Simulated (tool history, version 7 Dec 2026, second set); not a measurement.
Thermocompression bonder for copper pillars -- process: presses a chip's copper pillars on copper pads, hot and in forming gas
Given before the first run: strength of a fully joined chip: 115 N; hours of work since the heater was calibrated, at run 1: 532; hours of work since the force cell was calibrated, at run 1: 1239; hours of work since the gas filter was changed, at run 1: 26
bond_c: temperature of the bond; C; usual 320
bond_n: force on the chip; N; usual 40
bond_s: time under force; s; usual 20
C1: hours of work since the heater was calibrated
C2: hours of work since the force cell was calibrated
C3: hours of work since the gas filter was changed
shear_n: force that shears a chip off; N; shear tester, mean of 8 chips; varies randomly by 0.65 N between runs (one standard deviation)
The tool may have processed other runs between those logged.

Run 1, day 0.000: usual settings; C1 532; C2 1239; C3 26. Result: shear_n 38.7 N.
Run 2, day 1.521: usual settings; C1 555; C2 1261; C3 49. Result: shear_n 37.7 N.
Run 3, day 3.075: usual settings; C1 578; C2 1284; C3 72. Result: shear_n 36.9 N.
Run 4, day 5.408: usual settings; C1 613; C2 1319; C3 106. Result: shear_n 36.7 N.
Run 5, day 7.367: usual settings but bond_c 345 C; C1 642; C2 1348; C3 135. Result: shear_n 46.9 N.
At day 9.058: forming gas filter changed.
Run 6, day 9.425: usual settings but bond_c 345 C; C1 672; C2 1378; C3 5. Result: shear_n 50.7 N.
Run 7, day 10.700: usual settings; C1 691; C2 1397; C3 24. Result: shear_n 38.6 N.
Run 8, day 13.025: usual settings; C1 725; C2 1431; C3 59. Result: shear_n 37.3 N.
Run 9, day 14.492: usual settings; C1 747; C2 1453; C3 81. Result: shear_n 36.2 N.
Run 10, day 16.346: usual settings; C1 774; C2 1481; C3 108. Result: shear_n 35.4 N.
Run 11, day 17.929: usual settings; C1 798; C2 1504; C3 131. Result: shear_n 33.7 N.
At day 19.829: forming gas filter changed.
Run 12, day 20.000: usual settings; C1 828; C2 1534; C3 2. Result: shear_n 38.5 N.
Run 13, day 21.304: usual settings; C1 848; C2 1554; C3 22. Result: shear_n 38.6 N.
Run 14, day 22.971: usual settings; C1 872; C2 1578; C3 47. Result: shear_n 37.2 N.
Run 15, day 25.238: usual settings; C1 906; C2 1612; C3 80. Result: shear_n 35.0 N.
Run 16, day 27.188: usual settings; C1 935; C2 1641; C3 109. Result: shear_n 35.7 N.
Run 17, day 28.638: usual settings; C1 956; C2 1662; C3 131. Result: shear_n 33.8 N.
At day 30.617: forming gas filter changed.
Run 18, day 30.792: usual settings; C1 988; C2 1694; C3 3. Result: shear_n 37.8 N.
Run 19, day 32.238: usual settings; C1 1009; C2 1715; C3 24. Result: shear_n 36.3 N.
Run 20, day 34.321: usual settings but bond_c 292 C, bond_s 28 s; C1 1040; C2 1746; C3 55. Result: shear_n 28.2 N.
Run 21, day 35.900: usual settings but bond_c 349 C, bond_n 50 N, bond_s 33 s; C1 1064; C2 1770; C3 78. Result: shear_n 64.3 N.
Run 22, day 36.958: usual settings but bond_c 331 C, bond_n 41 N, bond_s 18 s; C1 1079; C2 1785; C3 94. Result: shear_n 39.9 N.
Run 23, day 38.946: usual settings but bond_s 22 s; C1 1109; C2 1815; C3 123. Result: shear_n 35.7 N.
Run 24, day 40.904: usual settings but bond_c 298 C, bond_n 28 N; C1 1138; C2 1844; C3 152. Result: shear_n 20.3 N.
At day 41.550: forming gas filter changed.
Run 25, day 41.950: usual settings but bond_n 34 N, bond_s 32 s; C1 1153; C2 1859; C3 6. Result: shear_n 42.2 N.
Run 26, day 43.288: usual settings but bond_c 324 C, bond_n 35 N; C1 1173; C2 1879; C3 26. Result: shear_n 36.9 N.
Run 27, day 45.438: usual settings but bond_c 302 C, bond_n 57 N; C1 1205; C2 1911; C3 58. Result: shear_n 33.0 N.
Run 28, day 47.579: usual settings but bond_c 306 C, bond_n 30 N; C1 1236; C2 1942; C3 89. Result: shear_n 24.6 N.
Run 29, day 49.154: usual settings but bond_c 302 C, bond_n 33 N, bond_s 19 s; C1 1260; C2 1966; C3 113. Result: shear_n 22.5 N.
Run 30, day 50.746: usual settings but bond_c 302 C, bond_n 33 N, bond_s 19 s; C1 1283; C2 1989; C3 136. Result: shear_n 23.3 N.
At day 52.358: forming gas filter changed.
Run 31, day 52.925: usual settings but bond_c 302 C, bond_n 33 N, bond_s 19 s; C1 1315; C2 2021; C3 8. Result: shear_n 26.2 N.
Run 32, day 54.417: usual settings but bond_n 28 N, bond_s 15 s; C1 1337; C2 2043; C3 30. Result: shear_n 26.8 N.
Run 33, day 56.750: usual settings but bond_c 322 C, bond_n 27 N, bond_s 23 s; C1 1372; C2 2078; C3 65. Result: shear_n 31.0 N.
At day 58.767: force cell calibrated.
At day 58.996: heater calibrated with a thermocouple chip.
Run 34, day 59.058: usual settings but bond_c 338 C, bond_n 24 N, bond_s 11 s; C1 1; C2 3; C3 97. Result: shear_n 29.4 N.
Run 35, day 61.292: usual settings but bond_c 301 C; C1 34; C2 36; C3 130. Result: shear_n 30.2 N.
Run 36, day 62.375: usual settings but bond_c 301 C; C1 50; C2 52; C3 146. Result: shear_n 30.2 N.
At day 63.292: forming gas filter changed.
Run 37, day 64.096: usual settings but bond_c 301 C, bond_n 58 N; C1 75; C2 77; C3 12. Result: shear_n 39.5 N.
Run 38, day 65.371: usual settings but bond_n 47 N; C1 94; C2 96; C3 31. Result: shear_n 43.4 N.

Consider 5 possible next runs. They are alternatives, not a sequence: every one starts from the tool as it was left by run 38. What does each give?
Run A, day 66.708: usual settings but bond_c 325 C, bond_n 32 N; C1 114; C2 116; C3 51. Result: shear_n ?.
Run B, day 66.708: usual settings but bond_c 312 C; C1 114; C2 116; C3 51. Result: shear_n ?.
Run C, day 66.708: usual settings but bond_c 335 C, bond_s 30 s; C1 114; C2 116; C3 51. Result: shear_n ?.
Run D, day 66.708: usual settings but bond_c 335 C; C1 114; C2 116; C3 51. Result: shear_n ?.
Run E, day 66.708: usual settings but bond_n 57 N; C1 114; C2 116; C3 51. Result: shear_n ?.

run  shear_n
  A     37.7
  B     36.4
  C     55.1
  D     47.7
  E     48.2
Take away the tool's hidden state, keep each run's random variation, and the runs would have read:
run  shear_n
  A     39.7
  B     38.4
  C     57.9
  D     50.2
  E     50.7
